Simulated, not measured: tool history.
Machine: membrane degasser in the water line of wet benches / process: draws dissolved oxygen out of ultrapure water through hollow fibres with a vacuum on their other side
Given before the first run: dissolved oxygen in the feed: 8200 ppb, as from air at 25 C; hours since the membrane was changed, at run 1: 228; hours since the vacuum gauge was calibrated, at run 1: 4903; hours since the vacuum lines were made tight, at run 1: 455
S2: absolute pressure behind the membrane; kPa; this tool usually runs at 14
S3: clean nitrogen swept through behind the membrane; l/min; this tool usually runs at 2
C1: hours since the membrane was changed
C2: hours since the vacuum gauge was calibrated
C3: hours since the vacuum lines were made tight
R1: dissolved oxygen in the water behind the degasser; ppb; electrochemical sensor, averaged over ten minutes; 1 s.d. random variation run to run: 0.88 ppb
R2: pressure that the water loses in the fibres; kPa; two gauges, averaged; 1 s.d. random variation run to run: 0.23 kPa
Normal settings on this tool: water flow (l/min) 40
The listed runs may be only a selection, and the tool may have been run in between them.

Run 1, day 0: usual settings; C1 228; C2 4903; C3 455. Result: R1 472.1 ppb, R2 56.24 kPa.
Run 2, day 7.404: usual settings; C1 406; C2 5081; C3 633. Result: R1 474.3 ppb, R2 55.87 kPa.
Run 3, day 13.7: usual settings; C1 557; C2 5232; C3 784. Result: R1 474.4 ppb, R2 56.1 kPa.
Run 4, day 18.875: usual settings; C1 681; C2 5356; C3 908. Result: R1 475.9 ppb, R2 56.05 kPa.
Run 5, day 22.467: usual settings but S3 2.94 l/min; C1 767; C2 5443; C3 994. Result: R1 342.9 ppb, R2 56.03 kPa.
Run 6, day 29.154: usual settings but S2 22.1 kPa; C1 928; C2 5603; C3 1155. Result: R1 791.2 ppb, R2 55.8 kPa.
Run 7, day 37.408: usual settings but water flow (l/min) 58, S2 22.1 kPa; C1 1126; C2 5801; C3 1353. Result: R1 1095.9 ppb, R2 81.6 kPa.
Run 8, day 42.617: usual settings; C1 1251; C2 5926; C3 1478. Result: R1 476.8 ppb, R2 56.22 kPa.
At day 43.05: vacuum gauge calibrated.
Run 9, day 48.4: usual settings; C1 1389; C2 128; C3 1616. Result: R1 480.4 ppb, R2 56.43 kPa.
At day 56.942: vacuum gauge calibrated, once more.
Run 10, day 56.95: usual settings; C1 1594; C2 0; C3 1821. Result: R1 469.6 ppb, R2 56.87 kPa.
Run 11, day 63.679: usual settings but water flow (l/min) 29, S2 23.4 kPa, S3 2.25 l/min; C1 1755; C2 162; C3 1982. Result: R1 572.4 ppb, R2 40.51 kPa.
Run 12, day 68.417: usual settings but water flow (l/min) 62, S2 21.6 kPa; C1 1869; C2 275; C3 2096. Result: R1 1130.6 ppb, R2 87.2 kPa.
Run 13, day 75.642: usual settings but water flow (l/min) 62, S2 21.6 kPa; C1 2042; C2 449; C3 2269. Result: R1 1135.8 ppb, R2 87.99 kPa.
Run 14, day 84.238: usual settings but water flow (l/min) 62, S2 21.6 kPa; C1 2249; C2 655; C3 2476. Result: R1 1134.9 ppb, R2 87.66 kPa.
Run 15, day 92.538: usual settings but water flow (l/min) 62, S2 25.9 kPa, S3 4.31 l/min; C1 2448; C2 854; C3 2675. Result: R1 769.2 ppb, R2 88.18 kPa.

The next listed run, before its measurement:
Run 16, day 100.671: usual settings but water flow (l/min) 59, S3 0.82 l/min; C1 2643; C2 1050; C3 2870. Result: R1 ?, R2 ?.

Run 16 produced R1 1256.4 ppb, R2 84.25 kPa.
With the hidden condition absent and the run-to-run variation left alone, this run would have shown R1 1253.4 ppb, R2 82.9 kPa.
